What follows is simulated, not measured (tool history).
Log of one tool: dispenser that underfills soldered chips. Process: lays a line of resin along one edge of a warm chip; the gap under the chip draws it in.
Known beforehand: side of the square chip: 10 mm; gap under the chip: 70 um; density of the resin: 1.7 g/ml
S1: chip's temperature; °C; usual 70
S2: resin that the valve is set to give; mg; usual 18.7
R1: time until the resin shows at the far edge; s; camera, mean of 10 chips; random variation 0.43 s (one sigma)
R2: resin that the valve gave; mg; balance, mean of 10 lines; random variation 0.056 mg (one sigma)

{"run": 1, "hour": 0.0, "S1": 70, "S2": 18.7, "R1": 47.2, "R2": 17.64}
{"hour": 4.9, "done": "new syringe of resin"}
{"run": 2, "hour": 7.2, "S1": 70, "S2": 18.7, "R1": 34.6, "R2": 17.73}
{"run": 3, "hour": 12.2, "S1": 70, "S2": 18.7, "R1": 43.9, "R2": 17.74}
{"hour": 18.6, "done": "new syringe of resin"}
{"run": 4, "hour": 19.4, "S1": 70, "S2": 17.8, "R1": 31.4, "R2": 16.84}
{"run": 5, "hour": 26.9, "S1": 70, "S2": 17.8, "R1": 46.1, "R2": 16.64}
{"hour": 29.8, "done": "dispensing valve cleaned and set on the balance"}
{"hour": 33.3, "done": "new syringe of resin"}
{"run": 6, "hour": 35.7, "S1": 70, "S2": 21.8, "R1": 34.5, "R2": 21.87}
{"run": 7, "hour": 39.9, "S1": 70, "S2": 21.8, "R1": 41.5, "R2": 21.84}
{"run": 8, "hour": 45.9, "S1": 70, "S2": 21.8, "R1": 54.4, "R2": 21.7}
{"hour": 46.9, "done": "new syringe of resin"}
{"run": 9, "hour": 50.8, "S1": 70, "S2": 21.8, "R1": 36.2, "R2": 21.73}
{"hour": 60.4, "done": "new syringe of resin"}
{"run": 10, "hour": 60.4, "S1": 70, "S2": 21.8, "R1": 30.1, "R2": 21.51}
{"run": 11, "hour": 65.3, "S1": 70, "S2": 18.7, "R1": 38.7, "R2": 18.38}
{"run": 12, "hour": 69.3, "S1": 59, "S2": 18.7, "R1": 64.8, "R2": 18.37}
{"hour": 74.2, "done": "new syringe of resin"}
{"run": 13, "hour": 77.8, "S1": 70, "S2": 16.9, "R1": 37.7, "R2": 16.42}
{"run": 14, "hour": 85.6, "S1": 70, "S2": 16.9, "R1": 54.8, "R2": 16.44}
{"hour": 87.7, "done": "new syringe of resin"}
{"run": 15, "hour": 91.7, "S1": 70, "S2": 16.9, "R1": 36.8, "R2": 16.37}
{"run": 16, "hour": 96.4, "S1": 59, "S2": 20.6, "R1": 62.4, "R2": 20.04}
{"hour": 101.2, "done": "new syringe of resin"}
{"run": 17, "hour": 101.2, "S1": 76, "S2": 18.6, "R1": 26.2, "R2": 17.92}
{"run": 18, "hour": 108.8, "S1": 76, "S2": 18.6, "R1": 36.3, "R2": 17.79}
{"run": 19, "hour": 113.7, "S1": 79, "S2": 21.8, "R1": 41.7, "R2": 20.9}
{"hour": 114.7, "done": "new syringe of resin"}
{"run": 20, "hour": 121.0, "S1": 67, "S2": 24.2, "R1": 44, "R2": 22.98}
{"hour": 128.4, "done": "new syringe of resin"}
{"run": 21, "hour": 129.6, "S1": 70, "S2": 17.8, "R1": 32.4, "R2": 16.85}
{"run": 22, "hour": 138.5, "S1": 70, "S2": 17.8, "R1": 50.1, "R2": 16.85}
{"hour": 141.9, "done": "new syringe of resin"}
{"run": 23, "hour": 147.1, "S1": 70, "S2": 17.8, "R1": 40, "R2": 16.72}
{"hour": 148.8, "done": "dispensing valve cleaned and set on the balance"}
{"hour": 156.6, "done": "new syringe of resin"}
{"run": 24, "hour": 156.9, "S1": 70, "S2": 17.2, "R1": 30.2, "R2": 17.16}
{"run": 25, "hour": 164.0, "S1": 55, "S2": 17.2, "R1": 68.1, "R2": 17.03}
{"hour": 170.4, "done": "new syringe of resin"}
{"run": 26, "hour": 170.5, "S1": 68, "S2": 22, "R1": 33.1, "R2": 21.72}
{"run": 27, "hour": 176.1, "S1": 67, "S2": 18.5, "R1": 43.7, "R2": 18.19}
{"hour": 184.1, "done": "new syringe of resin"}
{"run": 28, "hour": 184.1, "S1": 67, "S2": 18.5, "R1": 33.1, "R2": 18.03}
{"run": 29, "hour": 193.5, "S1": 75, "S2": 18.2, "R1": 41.3, "R2": 17.66}

Results per run with the tool's hidden condition removed, run-to-run variation unchanged:
Hidden state present: resin's viscosity, % of fresh resin's; dose that the valve gives, % of what is set; true chip temperature over the reading, C; drift of the gauge itself on fill_s, %; drift of the gauge itself on given_mg, %.
run=1 R1=30.1 R2=18.55
run=2 R1=30.9 R2=18.71
run=3 R1=30.8 R2=18.78
run=4 R1=30.1 R2=17.91
run=5 R1=30.9 R2=17.77
run=6 R1=31.2 R2=21.86
run=7 R1=30.7 R2=21.87
run=8 R1=30.3 R2=21.81
run=9 R1=30.1 R2=21.89
run=10 R1=30.7 R2=21.78
run=11 R1=31.3 R2=18.66
run=12 R1=42.9 R2=18.7
run=13 R1=31.2 R2=16.8
run=14 R1=31.2 R2=16.89
run=15 R1=31 R2=16.87
run=16 R1=42.3 R2=20.71
run=17 R1=26 R2=18.57
run=18 R1=24.9 R2=18.52
run=19 R1=22.6 R2=21.83
run=20 R1=32.8 R2=24.09
run=21 R1=31.1 R2=17.76
run=22 R1=31.5 R2=17.85
run=23 R1=31.3 R2=17.8
run=24 R1=30.8 R2=17.25
run=25 R1=49.7 R2=17.19
run=26 R1=32.9 R2=22.01
run=27 R1=33.1 R2=18.5
run=28 R1=33.9 R2=18.42
run=29 R1=27 R2=18.15

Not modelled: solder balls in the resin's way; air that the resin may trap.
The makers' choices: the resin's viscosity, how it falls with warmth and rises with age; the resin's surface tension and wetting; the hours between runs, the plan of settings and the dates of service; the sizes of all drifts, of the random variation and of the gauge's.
